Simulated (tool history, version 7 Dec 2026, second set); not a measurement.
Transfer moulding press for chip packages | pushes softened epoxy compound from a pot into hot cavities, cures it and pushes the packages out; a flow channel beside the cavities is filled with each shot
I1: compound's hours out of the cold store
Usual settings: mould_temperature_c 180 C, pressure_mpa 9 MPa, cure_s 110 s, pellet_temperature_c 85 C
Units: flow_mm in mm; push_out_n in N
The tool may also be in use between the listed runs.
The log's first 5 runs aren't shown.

{"hour": 29.8, "done": "cavities cleaned with cleaning compound and waxed"}
{"run": 6, "hour": 36.8, "mould_temperature_c": 180, "pressure_mpa": 9, "cure_s": 110, "pellet_temperature_c": 76, "I1": 37.1, "flow_mm": 690, "push_out_n": 273}
{"run": 7, "hour": 43.8, "mould_temperature_c": 180, "pressure_mpa": 9.64, "cure_s": 110, "pellet_temperature_c": 85, "I1": 38.2, "flow_mm": 711, "push_out_n": 280}
{"run": 8, "hour": 49.0, "mould_temperature_c": 180, "pressure_mpa": 9.64, "cure_s": 110, "pellet_temperature_c": 85, "I1": 43.9, "flow_mm": 696, "push_out_n": 281}
{"run": 9, "hour": 53.2, "mould_temperature_c": 181, "pressure_mpa": 9.64, "cure_s": 110, "pellet_temperature_c": 85, "I1": 42.9, "flow_mm": 698, "push_out_n": 271}
{"run": 10, "hour": 60.8, "mould_temperature_c": 181, "pressure_mpa": 9.64, "cure_s": 110, "pellet_temperature_c": 85, "I1": 36.6, "flow_mm": 714, "push_out_n": 274}
{"run": 11, "hour": 67.7, "mould_temperature_c": 181, "pressure_mpa": 9.64, "cure_s": 110, "pellet_temperature_c": 85, "I1": 45.5, "flow_mm": 686, "push_out_n": 271}
{"run": 12, "hour": 76.9, "mould_temperature_c": 181, "pressure_mpa": 9.64, "cure_s": 110, "pellet_temperature_c": 85, "I1": 47.9, "flow_mm": 682, "push_out_n": 272}
{"run": 13, "hour": 85.5, "mould_temperature_c": 181, "pressure_mpa": 9.64, "cure_s": 110, "pellet_temperature_c": 85, "I1": 33.2, "flow_mm": 724, "push_out_n": 272}
{"run": 14, "hour": 94.8, "mould_temperature_c": 172, "pressure_mpa": 9, "cure_s": 110, "pellet_temperature_c": 85, "I1": 24, "flow_mm": 747, "push_out_n": 500}
{"hour": 96.7, "done": "cavities cleaned with cleaning compound and waxed"}
{"run": 15, "hour": 103.4, "mould_temperature_c": 172, "pressure_mpa": 9, "cure_s": 110, "pellet_temperature_c": 85, "I1": 15.6, "flow_mm": 777, "push_out_n": 511}
{"run": 16, "hour": 111.5, "mould_temperature_c": 175, "pressure_mpa": 9.33, "cure_s": 129, "pellet_temperature_c": 86, "I1": 22.7, "flow_mm": 764, "push_out_n": 278}
{"run": 17, "hour": 118.6, "mould_temperature_c": 172, "pressure_mpa": 7.72, "cure_s": 127, "pellet_temperature_c": 81, "I1": 44.1, "flow_mm": 644, "push_out_n": 342}
{"run": 18, "hour": 125.6, "mould_temperature_c": 180, "pressure_mpa": 8.32, "cure_s": 110, "pellet_temperature_c": 85, "I1": 42.2, "flow_mm": 651, "push_out_n": 281}
{"run": 19, "hour": 129.8, "mould_temperature_c": 176, "pressure_mpa": 8.32, "cure_s": 137, "pellet_temperature_c": 85, "I1": 20.4, "flow_mm": 715, "push_out_n": 250}
{"run": 20, "hour": 138.5, "mould_temperature_c": 181, "pressure_mpa": 9, "cure_s": 138, "pellet_temperature_c": 84, "I1": 47, "flow_mm": 661, "push_out_n": 215}
{"run": 21, "hour": 145.9, "mould_temperature_c": 181, "pressure_mpa": 9, "cure_s": 138, "pellet_temperature_c": 84, "I1": 29.2, "flow_mm": 710, "push_out_n": 216}
{"run": 22, "hour": 151.9, "mould_temperature_c": 184, "pressure_mpa": 9, "cure_s": 124, "pellet_temperature_c": 84, "I1": 13.5, "flow_mm": 744, "push_out_n": 224}
{"run": 23, "hour": 161.1, "mould_temperature_c": 178, "pressure_mpa": 7.28, "cure_s": 92, "pellet_temperature_c": 85, "I1": 24.8, "flow_mm": 657, "push_out_n": 476}
{"hour": 163.6, "done": "cavities cleaned with cleaning compound and waxed"}
{"run": 24, "hour": 169.2, "mould_temperature_c": 178, "pressure_mpa": 7.28, "cure_s": 92, "pellet_temperature_c": 85, "I1": 41, "flow_mm": 612, "push_out_n": 453}
{"run": 25, "hour": 174.5, "mould_temperature_c": 179, "pressure_mpa": 9, "cure_s": 120, "pellet_temperature_c": 85, "I1": 30.5, "flow_mm": 713, "push_out_n": 260}
{"run": 26, "hour": 179.1, "mould_temperature_c": 180, "pressure_mpa": 9, "cure_s": 110, "pellet_temperature_c": 83, "I1": 34.6, "flow_mm": 697, "push_out_n": 285}
{"run": 27, "hour": 185.8, "mould_temperature_c": 180, "pressure_mpa": 9, "cure_s": 110, "pellet_temperature_c": 83, "I1": 46, "flow_mm": 666, "push_out_n": 273}
{"run": 28, "hour": 191.7, "mould_temperature_c": 179, "pressure_mpa": 8.8, "cure_s": 111, "pellet_temperature_c": 89, "I1": 44.1, "flow_mm": 669, "push_out_n": 300}
{"run": 29, "hour": 196.7, "mould_temperature_c": 188, "pressure_mpa": 8.8, "cure_s": 148, "pellet_temperature_c": 89, "I1": 21.4, "flow_mm": 703, "push_out_n": 211}
{"run": 30, "hour": 201.3, "mould_temperature_c": 188, "pressure_mpa": 7.09, "cure_s": 149, "pellet_temperature_c": 89, "I1": 33.4, "flow_mm": 606, "push_out_n": 209}

Forecast each of these 3 alternatives for the next run:
{"run": "A", "hour": 210.5, "mould_temperature_c": 178, "pressure_mpa": 7.09, "cure_s": 149, "pellet_temperature_c": 89, "I1": 11.6, "flow_mm": "?", "push_out_n": "?"}
{"run": "B", "hour": 210.5, "mould_temperature_c": 180, "pressure_mpa": 9, "cure_s": 110, "pellet_temperature_c": 92, "I1": 36.1, "flow_mm": "?", "push_out_n": "?"}
{"run": "C", "hour": 210.5, "mould_temperature_c": 188, "pressure_mpa": 9.8, "cure_s": 149, "pellet_temperature_c": 89, "I1": 21.7, "flow_mm": "?", "push_out_n": "?"}

run=A flow_mm=677 push_out_n=229
run=B flow_mm=692 push_out_n=281
run=C flow_mm=739 push_out_n=204
Without the tool's hidden state the same runs would have given:
run=A flow_mm=677 push_out_n=228
run=B flow_mm=692 push_out_n=279
run=C flow_mm=739 push_out_n=203
